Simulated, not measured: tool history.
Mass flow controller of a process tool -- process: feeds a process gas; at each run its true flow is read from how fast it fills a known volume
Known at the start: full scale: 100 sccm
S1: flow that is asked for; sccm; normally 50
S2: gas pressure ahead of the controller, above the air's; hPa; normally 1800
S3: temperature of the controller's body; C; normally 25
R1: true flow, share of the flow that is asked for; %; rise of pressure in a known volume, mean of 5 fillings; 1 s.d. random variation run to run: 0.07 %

run 1 day=0 | S1=50 S2=1800 S3=25 | R1=98.86
run 2 day=4.362 | S1=50 S2=1800 S3=25 | R1=98.88
run 3 day=8.55 | S1=50 S2=1800 S3=25 | R1=98.97
run 4 day=12.658 | S1=50 S2=1580 S3=25 | R1=98.82
run 5 day=16.504 | S1=71 S2=1800 S3=25 | R1=99.42
run 6 day=18.446 | S1=50 S2=1800 S3=22 | R1=98.68
run 7 day=22.379 | S1=50 S2=1420 S3=22 | R1=98.71
run 8 day=26.867 | S1=50 S2=2770 S3=25 | R1=98.66
run 9 day=28.817 | S1=50 S2=1800 S3=25 | R1=99
run 10 day=32.758 | S1=50 S2=1800 S3=25 | R1=98.9
run 11 day=36.925 | S1=50 S2=1800 S3=25 | R1=98.85
run 12 day=38.821 | S1=50 S2=1800 S3=25 | R1=98.94
run 13 day=42.954 | S1=50 S2=1800 S3=25 | R1=98.87
run 14 day=44.971 | S1=50 S2=1800 S3=25 | R1=99
run 15 day=47.325 | S1=37 S2=1800 S3=25 | R1=98.64
run 16 day=49.671 | S1=50 S2=2290 S3=25 | R1=98.82
run 17 day=53.408 | S1=50 S2=2290 S3=25 | R1=98.71
run 18 day=57.588 | S1=50 S2=2290 S3=25 | R1=98.84
run 19 day=60.771 | S1=47 S2=1800 S3=26 | R1=98.86
run 20 day=63.183 | S1=22 S2=1800 S3=25 | R1=98.56
run 21 day=65.2 | S1=22 S2=1800 S3=25 | R1=98.5
run 22 day=67.35 | S1=50 S2=2050 S3=22 | R1=98.67
run 23 day=69.592 | S1=50 S2=2050 S3=22 | R1=98.62
run 24 day=72.029 | S1=50 S2=1670 S3=26 | R1=98.9
run 25 day=74.129 | S1=50 S2=1670 S3=26 | R1=99.06
run 26 day=76.088 | S1=50 S2=1670 S3=26 | R1=99.04
run 27 day=79.133 | S1=33 S2=1630 S3=36 | R1=99.24
run 28 day=81.188 | S1=33 S2=1630 S3=36 | R1=99.3
run 29 day=84.888 | S1=12 S2=1490 S3=25 | R1=98.89
run 30 day=86.821 | S1=12 S2=1430 S3=25 | R1=98.75
run 31 day=88.8 | S1=56 S2=1430 S3=37 | R1=99.99
run 32 day=91.417 | S1=25 S2=1800 S3=23 | R1=98.32

Here are 5 independent what-if runs from the current tool condition. What would each one return?
run A day=95.521 | S1=29 S2=2080 S3=23 | R1=?
run B day=95.521 | S1=14 S2=1510 S3=25 | R1=?
run C day=95.521 | S1=14 S2=1800 S3=25 | R1=?
run D day=95.521 | S1=23 S2=1800 S3=23 | R1=?
run E day=95.521 | S1=21 S2=1490 S3=36 | R1=?

run=A R1=98.42
run=B R1=98.83
run=C R1=98.77
run=D R1=98.43
run=E R1=99.47
The same runs, with their run-to-run variation unchanged, on a tool lacking any hidden condition would have given:
run=A R1=98.01
run=B R1=97.89
run=C R1=97.83
run=D R1=97.89
run=E R1=98.87

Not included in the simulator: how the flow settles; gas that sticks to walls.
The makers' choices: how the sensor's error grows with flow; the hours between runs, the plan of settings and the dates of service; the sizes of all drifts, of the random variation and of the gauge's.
